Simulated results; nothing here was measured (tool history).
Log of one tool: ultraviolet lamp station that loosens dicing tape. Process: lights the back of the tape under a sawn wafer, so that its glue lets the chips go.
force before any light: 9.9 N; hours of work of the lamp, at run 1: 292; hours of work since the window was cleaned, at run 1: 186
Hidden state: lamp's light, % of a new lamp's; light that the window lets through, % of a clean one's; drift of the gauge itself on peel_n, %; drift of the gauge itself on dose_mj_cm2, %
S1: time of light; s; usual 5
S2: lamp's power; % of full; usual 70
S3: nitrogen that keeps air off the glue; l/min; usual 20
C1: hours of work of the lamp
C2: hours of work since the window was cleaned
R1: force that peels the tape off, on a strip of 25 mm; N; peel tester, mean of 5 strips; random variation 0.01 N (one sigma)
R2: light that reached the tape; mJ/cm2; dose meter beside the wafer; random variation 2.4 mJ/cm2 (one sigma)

{"run": 1, "hour": 0.0, "S1": 5, "S2": 70, "S3": 20, "C1": 292, "C2": 186, "R1": 0.942, "R2": 196}
{"hour": 36.7, "done": "window cleaned of glue's vapour"}
{"run": 2, "hour": 55.9, "S1": 5, "S2": 70, "S3": 20, "C1": 335, "C2": 15, "R1": 0.691, "R2": 221}
{"run": 3, "hour": 143.1, "S1": 5, "S2": 70, "S3": 20, "C1": 402, "C2": 82, "R1": 0.912, "R2": 203}
{"run": 4, "hour": 200.1, "S1": 5, "S2": 70, "S3": 8, "C1": 446, "C2": 126, "R1": 1.725, "R2": 187}
{"run": 5, "hour": 248.8, "S1": 5, "S2": 70, "S3": 8, "C1": 483, "C2": 163, "R1": 2.054, "R2": 175}
{"run": 6, "hour": 304.1, "S1": 5, "S2": 70, "S3": 8, "C1": 526, "C2": 206, "R1": 2.198, "R2": 168}
{"hour": 316.4, "done": "window cleaned of glue's vapour"}
{"run": 7, "hour": 347.7, "S1": 5, "S2": 70, "S3": 20, "C1": 559, "C2": 24, "R1": 0.988, "R2": 188}
{"run": 8, "hour": 402.5, "S1": 5, "S2": 70, "S3": 20, "C1": 601, "C2": 66, "R1": 1.156, "R2": 174}
{"run": 9, "hour": 466.7, "S1": 5, "S2": 80, "S3": 20, "C1": 651, "C2": 116, "R1": 1.072, "R2": 182}
{"run": 10, "hour": 550.5, "S1": 5, "S2": 80, "S3": 20, "C1": 715, "C2": 180, "R1": 1.323, "R2": 167}
{"hour": 558.7, "done": "lamp changed"}
{"hour": 596.0, "done": "window cleaned of glue's vapour"}
{"run": 11, "hour": 625.3, "S1": 5, "S2": 70, "S3": 20, "C1": 51, "C2": 23, "R1": 0.523, "R2": 252}
{"run": 12, "hour": 692.7, "S1": 5, "S2": 70, "S3": 20, "C1": 103, "C2": 74, "R1": 0.624, "R2": 236}
{"run": 13, "hour": 759.5, "S1": 5, "S2": 70, "S3": 20, "C1": 154, "C2": 126, "R1": 0.764, "R2": 220}
{"run": 14, "hour": 811.0, "S1": 8, "S2": 70, "S3": 20, "C1": 194, "C2": 166, "R1": 0.253, "R2": 334}
{"run": 15, "hour": 850.8, "S1": 8, "S2": 70, "S3": 20, "C1": 225, "C2": 196, "R1": 0.3, "R2": 318}
{"hour": 873.0, "done": "window cleaned of glue's vapour"}
{"run": 16, "hour": 916.4, "S1": 8, "S2": 70, "S3": 20, "C1": 275, "C2": 33, "R1": 0.221, "R2": 348}
{"run": 17, "hour": 953.9, "S1": 8, "S2": 70, "S3": 20, "C1": 304, "C2": 62, "R1": 0.26, "R2": 338}
{"run": 18, "hour": 1034.2, "S1": 8, "S2": 70, "S3": 20, "C1": 366, "C2": 124, "R1": 0.324, "R2": 308}
{"run": 19, "hour": 1112.6, "S1": 5, "S2": 70, "S3": 20, "C1": 426, "C2": 185, "R1": 1.263, "R2": 175}
{"hour": 1151.4, "done": "window cleaned of glue's vapour"}
{"run": 20, "hour": 1178.2, "S1": 5, "S2": 70, "S3": 20, "C1": 476, "C2": 21, "R1": 0.954, "R2": 195}
{"run": 21, "hour": 1244.2, "S1": 5, "S2": 99, "S3": 20, "C1": 527, "C2": 71, "R1": 0.522, "R2": 254}
{"run": 22, "hour": 1327.1, "S1": 5, "S2": 70, "S3": 20, "C1": 591, "C2": 135, "R1": 1.395, "R2": 160}
{"run": 23, "hour": 1365.7, "S1": 5, "S2": 96, "S3": 17, "C1": 621, "C2": 165, "R1": 0.898, "R2": 209}
{"run": 24, "hour": 1406.9, "S1": 3, "S2": 70, "S3": 11, "C1": 652, "C2": 197, "R1": 3.987, "R2": 89}
{"hour": 1427.8, "done": "window cleaned of glue's vapour"}
{"run": 25, "hour": 1468.4, "S1": 4, "S2": 63, "S3": 7, "C1": 700, "C2": 31, "R1": 3.574, "R2": 112}
{"hour": 1497.7, "done": "lamp changed"}
{"run": 26, "hour": 1538.0, "S1": 4, "S2": 63, "S3": 7, "C1": 31, "C2": 84, "R1": 2.158, "R2": 175}
{"run": 27, "hour": 1582.8, "S1": 3, "S2": 63, "S3": 28, "C1": 66, "C2": 119, "R1": 1.923, "R2": 123}
{"run": 28, "hour": 1632.3, "S1": 10, "S2": 88, "S3": 9, "C1": 104, "C2": 157, "R1": 0.14, "R2": 558}
{"hour": 1709.7, "done": "window cleaned of glue's vapour"}
{"run": 29, "hour": 1709.7, "S1": 3, "S2": 71, "S3": 27, "C1": 163, "C2": 0, "R1": 1.518, "R2": 146}
{"run": 30, "hour": 1751.4, "S1": 3, "S2": 71, "S3": 27, "C1": 195, "C2": 32, "R1": 1.519, "R2": 141}
{"run": 31, "hour": 1796.7, "S1": 3, "S2": 71, "S3": 27, "C1": 230, "C2": 67, "R1": 1.755, "R2": 132}
{"run": 32, "hour": 1837.5, "S1": 3, "S2": 71, "S3": 27, "C1": 261, "C2": 98, "R1": 1.799, "R2": 131}
{"run": 33, "hour": 1879.5, "S1": 3, "S2": 71, "S3": 27, "C1": 294, "C2": 131, "R1": 2.042, "R2": 123}
{"run": 34, "hour": 1935.3, "S1": 5, "S2": 64, "S3": 20, "C1": 337, "C2": 174, "R1": 1.251, "R2": 168}
{"hour": 1989.4, "done": "window cleaned of glue's vapour"}
{"run": 35, "hour": 2020.3, "S1": 9, "S2": 61, "S3": 8, "C1": 402, "C2": 24, "R1": 0.591, "R2": 328}
{"run": 36, "hour": 2076.8, "S1": 6, "S2": 61, "S3": 40, "C1": 446, "C2": 67, "R1": 0.64, "R2": 202}
{"run": 37, "hour": 2156.3, "S1": 5, "S2": 70, "S3": 20, "C1": 507, "C2": 129, "R1": 1.227, "R2": 175}
{"run": 38, "hour": 2233.7, "S1": 5, "S2": 70, "S3": 20, "C1": 566, "C2": 188, "R1": 1.507, "R2": 164}
{"hour": 2266.1, "done": "window cleaned of glue's vapour"}
{"run": 39, "hour": 2324.7, "S1": 4, "S2": 70, "S3": 20, "C1": 636, "C2": 45, "R1": 1.873, "R2": 139}
{"run": 40, "hour": 2402.6, "S1": 5, "S2": 77, "S3": 20, "C1": 696, "C2": 105, "R1": 1.307, "R2": 174}
{"hour": 2434.2, "done": "lamp changed"}
{"run": 41, "hour": 2476.9, "S1": 2, "S2": 65, "S3": 20, "C1": 33, "C2": 162, "R1": 3.542, "R2": 88}
{"run": 42, "hour": 2536.6, "S1": 2, "S2": 65, "S3": 20, "C1": 79, "C2": 208, "R1": 3.722, "R2": 80}
{"hour": 2549.0, "done": "window cleaned of glue's vapour"}
{"run": 43, "hour": 2600.5, "S1": 4, "S2": 89, "S3": 14, "C1": 128, "C2": 40, "R1": 0.74, "R2": 247}

Hidden state or all else? Some run-to-run changes of R1, split into what the settings, what came in and random variation would give without the hidden state, and what is left for the hidden state (with any gauge scatter that isn't in both results):
Run 10 -> 11: S2 80 -> 70, lamp changed, window cleaned of glue's vapour. R1 -0.800 N: hidden state -0.933, all else +0.133.
Run 23 -> 24: S1 5 -> 3, S2 96 -> 70, S3 17 -> 11. R1 +3.089 N: hidden state +1.389, all else +1.700.
Run 25 -> 26: lamp changed. R1 -1.416 N: hidden state -1.438, all else +0.022.
Run 40 -> 41: S1 5 -> 2, S2 77 -> 65, lamp changed. R1 +2.235 N: hidden state -0.388, all else +2.623.
Run 42 -> 43: S1 2 -> 4, S2 65 -> 89, S3 20 -> 14, window cleaned of glue's vapour. R1 -2.982 N: hidden state -0.629, all else -2.353.

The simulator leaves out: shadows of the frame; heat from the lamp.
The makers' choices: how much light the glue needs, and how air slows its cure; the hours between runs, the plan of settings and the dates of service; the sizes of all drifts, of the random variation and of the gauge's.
